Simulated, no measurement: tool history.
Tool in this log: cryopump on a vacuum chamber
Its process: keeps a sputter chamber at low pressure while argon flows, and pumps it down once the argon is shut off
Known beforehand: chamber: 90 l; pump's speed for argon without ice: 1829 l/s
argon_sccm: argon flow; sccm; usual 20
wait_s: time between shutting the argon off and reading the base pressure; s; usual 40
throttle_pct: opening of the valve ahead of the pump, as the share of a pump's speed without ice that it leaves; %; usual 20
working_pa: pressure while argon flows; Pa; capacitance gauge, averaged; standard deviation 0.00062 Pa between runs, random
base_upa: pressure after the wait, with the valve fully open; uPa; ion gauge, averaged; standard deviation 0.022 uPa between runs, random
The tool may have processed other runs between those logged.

| run | hour | argon_sccm | wait_s | throttle_pct | working_pa | base_upa |
|---|---|---|---|---|---|---|
| 1 | 0.0 | 20 | 40 | 20 | 0.0966 | 2.70 |
| 2 | 51.6 | 20 | 40 | 20 | 0.0965 | 2.74 |
|  | 57.6 | leaking fittings of the chamber tightened, without venting |
| 3 | 132.7 | 19 | 40 | 20 | 0.0915 | 0.73 |
| 4 | 178.5 | 19 | 40 | 20 | 0.0923 | 0.79 |
| 5 | 248.6 | 19 | 40 | 20 | 0.0926 | 0.81 |
| 6 | 288.7 | 19 | 40 | 20 | 0.0935 | 0.82 |
| 7 | 332.5 | 19 | 40 | 20 | 0.0935 | 0.83 |
| 8 | 374.6 | 19 | 40 | 20 | 0.0940 | 0.83 |
| 9 | 438.7 | 19 | 40 | 20 | 0.0945 | 0.95 |
|  | 459.1 | pump warmed up, emptied and cooled again |
| 10 | 517.4 | 16 | 40 | 20 | 0.0746 | 0.85 |
| 11 | 573.0 | 16 | 40 | 20 | 0.0743 | 0.89 |
| 12 | 641.1 | 20 | 40 | 26 | 0.0728 | 0.90 |
| 13 | 679.6 | 20 | 40 | 26 | 0.0730 | 0.96 |
| 14 | 724.2 | 24 | 40 | 20 | 0.1139 | 0.92 |
| 15 | 764.5 | 20 | 144 | 20 | 0.0955 | 0.61 |
| 16 | 815.6 | 20 | 40 | 20 | 0.0948 | 1.01 |
| 17 | 881.3 | 20 | 40 | 20 | 0.0955 | 0.99 |
| 18 | 932.0 | 12 | 277 | 20 | 0.0569 | 0.67 |
| 19 | 968.4 | 12 | 277 | 20 | 0.0574 | 0.69 |
| 20 | 1016.8 | 9 | 72 | 44 | 0.0213 | 0.89 |
| 21 | 1062.8 | 9 | 72 | 44 | 0.0215 | 0.93 |
| 22 | 1118.1 | 9 | 72 | 51 | 0.0187 | 0.99 |
| 23 | 1158.4 | 9 | 55 | 26 | 0.0352 | 1.06 |
| 24 | 1236.7 | 20 | 46 | 34 | 0.0609 | 1.19 |
| 25 | 1274.5 | 40 | 40 | 20 | 0.1975 | 1.24 |
| 26 | 1342.0 | 20 | 40 | 17 | 0.1155 | 1.41 |
|  | 1412.0 | pump warmed up, emptied and cooled again |
| 27 | 1412.0 | 20 | 21 | 36 | 0.0516 | 1.62 |
| 28 | 1453.5 | 13 | 40 | 20 | 0.0615 | 1.16 |
| 29 | 1524.6 | 35 | 151 | 45 | 0.0749 | 0.80 |
| 30 | 1587.9 | 16 | 21 | 32 | 0.0472 | 1.66 |
| 31 | 1653.4 | 20 | 44 | 20 | 0.0945 | 1.27 |
| 32 | 1703.2 | 20 | 40 | 29 | 0.0657 | 1.36 |
| 33 | 1749.9 | 36 | 40 | 58 | 0.0628 | 1.31 |

What if the next run were any one of these 3? Each begins from the tool's condition after run 33:
| A | 1806.6 | 36 | 40 | 16 | ? | ? |
| B | 1806.6 | 35 | 40 | 18 | ? | ? |
| C | 1806.6 | 18 | 246 | 18 | ? | ? |

| run | working_pa | base_upa |
|---|---|---|
| A | 0.2135 | 1.38 |
| B | 0.1868 | 1.34 |
| C | 0.0945 | 0.96 |
Take away the tool's hidden state, keep each run's random variation, and the runs would have read:
| run | working_pa | base_upa |
|---|---|---|
| A | 0.2077 | 0.64 |
| B | 0.1812 | 0.62 |
| C | 0.0917 | 0.24 |

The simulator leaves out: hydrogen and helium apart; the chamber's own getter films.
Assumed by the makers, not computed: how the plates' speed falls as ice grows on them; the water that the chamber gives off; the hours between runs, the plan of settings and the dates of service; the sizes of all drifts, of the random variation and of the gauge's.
